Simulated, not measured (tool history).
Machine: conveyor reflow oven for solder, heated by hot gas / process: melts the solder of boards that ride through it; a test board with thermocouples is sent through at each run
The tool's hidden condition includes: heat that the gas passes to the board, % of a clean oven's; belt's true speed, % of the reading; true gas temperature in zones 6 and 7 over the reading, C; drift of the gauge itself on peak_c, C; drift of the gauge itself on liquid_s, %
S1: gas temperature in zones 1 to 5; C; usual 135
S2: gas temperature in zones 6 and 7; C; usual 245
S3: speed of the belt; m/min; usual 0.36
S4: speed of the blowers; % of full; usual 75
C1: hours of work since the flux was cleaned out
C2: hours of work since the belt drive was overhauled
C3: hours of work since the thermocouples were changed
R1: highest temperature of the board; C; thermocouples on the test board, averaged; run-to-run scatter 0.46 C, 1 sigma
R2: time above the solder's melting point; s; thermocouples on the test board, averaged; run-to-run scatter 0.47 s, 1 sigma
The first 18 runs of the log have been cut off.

run	hour	S1	S2	S3	S4	C1	C2	C3	R1	R2
19	716.6	127	245	0.305	75	146	79	904	226.5	94.4
20	768	135	240	0.36	75	169	102	927	217	73.7
# hour 795.3: flux residue cleaned out of gas plates and filters
21	806	128	240	0.36	75	5	117	942	217.1	71.6
# hour 835.8: belt drive overhauled, speed set with a stopwatch, once more
22	839.6	145	245	0.36	75	18	2	956	224	84.3
23	883.7	135	245	0.341	52	39	22	976	214.9	73.5
24	936.1	140	245	0.317	75	63	46	1000	227.6	95.3
25	970.8	140	245	0.317	75	78	62	1016	226.5	95.9
26	1015.3	120	245	0.369	75	99	82	1036	218.3	64.8
27	1052.1	138	255	0.422	73	116	99	1053	222.4	67.5
28	1104.5	138	255	0.388	73	140	123	1077	226.2	76.4
29	1157	138	255	0.388	73	164	147	1101	227.3	75.8
30	1183.5	135	245	0.36	67	176	159	1113	218.8	73.9

4 ways to go on from here, each from the tool as it stands after run 30. What would each give?
# hour 1196.3: flux residue cleaned out of gas plates and filters
A	1213.5	135	245	0.305	75	8	170	1125	?	?
# hour 1196.3: flux residue cleaned out of gas plates and filters
B	1213.5	135	244	0.36	67	8	170	1125	?	?
# hour 1196.3: flux residue cleaned out of gas plates and filters
C	1213.5	135	236	0.299	75	8	170	1125	?	?
# hour 1196.3: flux residue cleaned out of gas plates and filters
D	1213.5	135	245	0.343	67	8	170	1125	?	?

run	R1	R2
A	227.8	97.5
B	218.2	73.3
C	220.1	92.1
D	219.9	79.9
What these runs would have given with no unlogged condition in the tool:
run	R1	R2
A	230.6	99.6
B	220.8	75.7
C	222.9	94.6
D	222.6	82.2

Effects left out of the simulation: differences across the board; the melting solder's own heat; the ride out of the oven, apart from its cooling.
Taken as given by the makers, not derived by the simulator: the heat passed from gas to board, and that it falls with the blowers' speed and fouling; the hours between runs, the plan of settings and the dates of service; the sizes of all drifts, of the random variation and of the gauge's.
